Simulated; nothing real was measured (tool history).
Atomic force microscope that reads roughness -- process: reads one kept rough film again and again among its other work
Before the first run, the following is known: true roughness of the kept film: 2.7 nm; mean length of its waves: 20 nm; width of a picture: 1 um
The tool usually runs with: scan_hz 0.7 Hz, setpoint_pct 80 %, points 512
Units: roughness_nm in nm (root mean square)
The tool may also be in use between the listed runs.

Run 1, day 0: usual settings. Result: roughness_nm 1.763 nm (root mean square).
Run 2, day 0.579: usual settings. Result: roughness_nm 1.724 nm (root mean square).
Run 3, day 0.979: usual settings. Result: roughness_nm 1.685 nm (root mean square).
Run 4, day 1.458: usual settings. Result: roughness_nm 1.675 nm (root mean square).
Run 5, day 1.796: usual settings. Result: roughness_nm 2.076 nm (root mean square).
Run 6, day 2.45: usual settings. Result: roughness_nm 2.02 nm (root mean square).
Run 7, day 2.792: usual settings. Result: roughness_nm 1.978 nm (root mean square).
Run 8, day 3.446: usual settings. Result: roughness_nm 1.916 nm (root mean square).
Run 9, day 3.738: usual settings. Result: roughness_nm 1.871 nm (root mean square).
Run 10, day 4.179: usual settings. Result: roughness_nm 1.833 nm (root mean square).
Run 11, day 4.642: usual settings. Result: roughness_nm 1.801 nm (root mean square).
Run 12, day 5.233: usual settings. Result: roughness_nm 1.776 nm (root mean square).
Run 13, day 5.617: usual settings. Result: roughness_nm 1.717 nm (root mean square).
Run 14, day 6.067: usual settings. Result: roughness_nm 1.69 nm (root mean square).
Run 15, day 6.4: usual settings but points 360. Result: roughness_nm 1.656 nm (root mean square).
Run 16, day 6.754: usual settings but scan_hz 2.901 Hz, setpoint_pct 56 %, points 893. Result: roughness_nm 2.076 nm (root mean square).
Run 17, day 7.183: usual settings but points 298. Result: roughness_nm 1.979 nm (root mean square).
Run 18, day 7.817: usual settings but scan_hz 0.987 Hz, setpoint_pct 71 %. Result: roughness_nm 1.968 nm (root mean square).
Run 19, day 8.242: usual settings but scan_hz 1.674 Hz, setpoint_pct 72 %, points 380. Result: roughness_nm 1.837 nm (root mean square).
Run 20, day 8.538: usual settings but scan_hz 1.948 Hz, points 417. Result: roughness_nm 1.692 nm (root mean square).
Run 21, day 8.883: usual settings but scan_hz 2.423 Hz, setpoint_pct 61 %, points 715. Result: roughness_nm 1.837 nm (root mean square).
Run 22, day 9.454: usual settings but scan_hz 0.566 Hz, setpoint_pct 83 %, points 826. Result: roughness_nm 1.832 nm (root mean square).
Run 23, day 10.025: usual settings but scan_hz 2.154 Hz, setpoint_pct 70 %, points 570. Result: roughness_nm 1.681 nm (root mean square).
Run 24, day 10.567: usual settings but scan_hz 1.388 Hz, setpoint_pct 61 %. Result: roughness_nm 1.76 nm (root mean square).
Run 25, day 11.004: usual settings but scan_hz 1.388 Hz, setpoint_pct 61 %. Result: roughness_nm 1.729 nm (root mean square).

Missing from the log above: 2 entries noted between runs. For each, name the pair of listed runs it sits between and say how the tool's hidden condition differs from the listed run just before to the listed run just after:
Run 4 -> run 5: new tip fitted (day 1.525)
  radius of the tip, nm: 19.2 -> 7.7
  difference, measured minus the result without the unlogged condition, roughness_nm: -0.462 -> -0.034 nm (root mean square)
Run 15 -> run 16: new tip fitted (day 6.458)
  radius of the tip, nm: 18.7 -> 8.2; height scale over the true one, %: -0.16 -> -0.17
  difference, measured minus the result without the unlogged condition, roughness_nm: -0.441 -> -0.059 nm (root mean square)

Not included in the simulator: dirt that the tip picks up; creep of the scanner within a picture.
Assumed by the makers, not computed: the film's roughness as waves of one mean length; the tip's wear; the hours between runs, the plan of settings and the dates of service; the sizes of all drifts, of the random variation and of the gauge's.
